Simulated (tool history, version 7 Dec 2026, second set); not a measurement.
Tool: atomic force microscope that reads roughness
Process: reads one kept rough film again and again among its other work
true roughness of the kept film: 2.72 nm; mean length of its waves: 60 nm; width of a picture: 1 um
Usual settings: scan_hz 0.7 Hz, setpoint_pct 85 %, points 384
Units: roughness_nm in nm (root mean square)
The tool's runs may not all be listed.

Run 1, hour 0: usual settings. Result: roughness_nm 2.386 nm (root mean square).
Run 2, hour 4.7: usual settings. Result: roughness_nm 2.387 nm (root mean square).
Run 3, hour 14.2: usual settings but setpoint_pct 64 %. Result: roughness_nm 2.478 nm (root mean square).
Run 4, hour 24: usual settings but setpoint_pct 64 %. Result: roughness_nm 2.47 nm (root mean square).
Run 5, hour 34.1: usual settings. Result: roughness_nm 2.374 nm (root mean square).
Run 6, hour 44: usual settings. Result: roughness_nm 2.373 nm (root mean square).
Run 7, hour 49.7: usual settings. Result: roughness_nm 2.359 nm (root mean square).
Run 8, hour 54.6: usual settings. Result: roughness_nm 2.36 nm (root mean square).
Run 9, hour 62.4: usual settings. Result: roughness_nm 2.345 nm (root mean square).
Run 10, hour 67.6: usual settings. Result: roughness_nm 2.345 nm (root mean square).
At hour 73.3: new tip fitted.
Run 11, hour 77.7: usual settings. Result: roughness_nm 2.492 nm (root mean square).
Run 12, hour 82.1: usual settings. Result: roughness_nm 2.483 nm (root mean square).
Run 13, hour 90.4: usual settings. Result: roughness_nm 2.478 nm (root mean square).
Run 14, hour 100.1: usual settings. Result: roughness_nm 2.474 nm (root mean square).
Run 15, hour 105.9: usual settings but scan_hz 2.106 Hz, setpoint_pct 86 %. Result: roughness_nm 2.216 nm (root mean square).
Run 16, hour 113.9: usual settings but scan_hz 1.496 Hz, setpoint_pct 86 %, points 435. Result: roughness_nm 2.314 nm (root mean square).
Run 17, hour 121.4: usual settings but scan_hz 0.76 Hz, setpoint_pct 86 %, points 427. Result: roughness_nm 2.451 nm (root mean square).
Run 18, hour 131.6: usual settings but scan_hz 3.663 Hz, setpoint_pct 86 %, points 898. Result: roughness_nm 2.016 nm (root mean square).
Run 19, hour 135.8: usual settings but scan_hz 3.145 Hz, setpoint_pct 66 %, points 307. Result: roughness_nm 2.373 nm (root mean square).
Run 20, hour 143.7: usual settings but scan_hz 0.596 Hz, points 717. Result: roughness_nm 2.46 nm (root mean square).
Run 21, hour 153.7: usual settings but scan_hz 2.574 Hz, setpoint_pct 60 %, points 1014. Result: roughness_nm 2.445 nm (root mean square).
Run 22, hour 160.8: usual settings but scan_hz 2.574 Hz, setpoint_pct 60 %, points 1014. Result: roughness_nm 2.445 nm (root mean square).

4 ways to go on from here, each from the tool as it stands after run 22. What would each give?
Run A, hour 169.2: usual settings but setpoint_pct 65 %. Result: roughness_nm ?.
Run B, hour 169.2: usual settings but scan_hz 2.42 Hz, setpoint_pct 82 %, points 390. Result: roughness_nm ?.
Run C, hour 169.2: usual settings but setpoint_pct 77 %, points 503. Result: roughness_nm ?.
Run D, hour 169.2: usual settings but scan_hz 1.927 Hz, setpoint_pct 72 %, points 826. Result: roughness_nm ?.

run  roughness_nm
  A           2.5
  B         2.194
  C         2.465
  D         2.359
Without the tool's hidden state the same runs would have given:
run  roughness_nm
  A         2.586
  B          2.27
  C          2.55
  D          2.44
